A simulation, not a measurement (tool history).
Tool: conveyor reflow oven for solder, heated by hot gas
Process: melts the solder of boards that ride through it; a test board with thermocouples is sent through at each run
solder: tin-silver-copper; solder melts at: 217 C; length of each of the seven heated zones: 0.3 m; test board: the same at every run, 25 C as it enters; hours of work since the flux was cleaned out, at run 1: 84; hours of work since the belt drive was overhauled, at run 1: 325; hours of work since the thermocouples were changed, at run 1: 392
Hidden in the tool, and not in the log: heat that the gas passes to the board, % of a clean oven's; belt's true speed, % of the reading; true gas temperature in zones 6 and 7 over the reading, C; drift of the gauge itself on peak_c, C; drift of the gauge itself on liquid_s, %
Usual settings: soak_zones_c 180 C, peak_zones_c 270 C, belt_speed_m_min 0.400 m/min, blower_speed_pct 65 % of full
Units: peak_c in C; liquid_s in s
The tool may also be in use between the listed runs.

| run | hour | soak_zones_c | peak_zones_c | belt_speed_m_min | blower_speed_pct | hours of work since the flux was cleaned out | hours of work since the belt drive was overhauled | hours of work since the thermocouples were changed | peak_c | liquid_s |
|---|---|---|---|---|---|---|---|---|---|---|
| 1 | 0.0 | 180 | 270 | 0.400 | 65 | 84 | 325 | 392 | 258.30 | 75.7 |
| 2 | 55.4 | 180 | 270 | 0.400 | 65 | 116 | 357 | 424 | 258.23 | 75.5 |
| 3 | 108.9 | 180 | 270 | 0.340 | 65 | 147 | 388 | 455 | 262.22 | 93.6 |
| 4 | 155.3 | 180 | 270 | 0.340 | 65 | 174 | 414 | 482 | 262.31 | 93.7 |
|  | 202.8 | flux residue cleaned out of gas plates and filters |
| 5 | 206.9 | 191 | 270 | 0.400 | 65 | 2 | 441 | 509 | 260.57 | 83.1 |
| 6 | 254.7 | 180 | 270 | 0.400 | 65 | 30 | 469 | 536 | 259.05 | 76.7 |
| 7 | 285.4 | 180 | 270 | 0.439 | 65 | 48 | 486 | 554 | 256.29 | 67.5 |
| 8 | 331.4 | 180 | 270 | 0.439 | 65 | 74 | 513 | 580 | 256.30 | 67.3 |
| 9 | 370.0 | 180 | 270 | 0.439 | 65 | 96 | 535 | 603 | 256.12 | 67.1 |
|  | 386.7 | thermocouples of zones 6 and 7 changed |
| 10 | 422.0 | 180 | 270 | 0.439 | 65 | 125 | 564 | 20 | 255.13 | 66.5 |
| 11 | 491.4 | 171 | 270 | 0.400 | 65 | 165 | 604 | 60 | 256.39 | 70.9 |
|  | 555.5 | flux residue cleaned out of gas plates and filters |
| 12 | 569.5 | 171 | 270 | 0.400 | 65 | 8 | 646 | 102 | 257.20 | 71.9 |
| 13 | 639.2 | 195 | 268 | 0.428 | 58 | 48 | 686 | 142 | 255.98 | 76.8 |
| 14 | 701.0 | 190 | 272 | 0.471 | 58 | 84 | 722 | 178 | 255.70 | 66.0 |
| 15 | 776.6 | 190 | 272 | 0.471 | 58 | 127 | 765 | 222 | 255.58 | 66.1 |
| 16 | 837.5 | 166 | 283 | 0.471 | 58 | 162 | 800 | 257 | 259.90 | 59.9 |
| 17 | 878.2 | 180 | 276 | 0.321 | 55 | 186 | 824 | 280 | 267.87 | 103.7 |
|  | 903.0 | flux residue cleaned out of gas plates and filters |
| 18 | 915.2 | 180 | 270 | 0.381 | 83 | 7 | 842 | 298 | 262.98 | 84.7 |
| 19 | 967.2 | 180 | 270 | 0.385 | 65 | 37 | 872 | 328 | 260.00 | 81.3 |
| 20 | 1015.4 | 180 | 270 | 0.385 | 65 | 65 | 900 | 356 | 260.09 | 81.2 |
| 21 | 1054.6 | 180 | 270 | 0.385 | 65 | 87 | 922 | 379 | 260.23 | 81.4 |
| 22 | 1123.6 | 167 | 272 | 0.400 | 52 | 127 | 962 | 418 | 255.87 | 68.7 |
| 23 | 1187.5 | 180 | 276 | 0.400 | 55 | 164 | 999 | 455 | 262.45 | 79.5 |

3 ways to go on from here, each from the tool as it stands after run 23. What would each give?
|  | 1249.6 | flux residue cleaned out of gas plates and filters |
| A | 1252.7 | 185 | 276 | 0.400 | 55 | 2 | 1033 | 490 | ? | ? |
|  | 1249.6 | flux residue cleaned out of gas plates and filters |
| B | 1252.7 | 180 | 277 | 0.464 | 68 | 2 | 1033 | 490 | ? | ? |
|  | 1249.6 | flux residue cleaned out of gas plates and filters |
| C | 1252.7 | 180 | 276 | 0.400 | 79 | 2 | 1033 | 490 | ? | ? |

| run | peak_c | liquid_s |
|---|---|---|
| A | 263.83 | 82.6 |
| B | 262.16 | 67.9 |
| C | 267.30 | 83.0 |
Without the tool's hidden state the same runs would have given:
| run | peak_c | liquid_s |
|---|---|---|
| A | 261.76 | 79.5 |
| B | 260.07 | 65.2 |
| C | 265.30 | 80.1 |
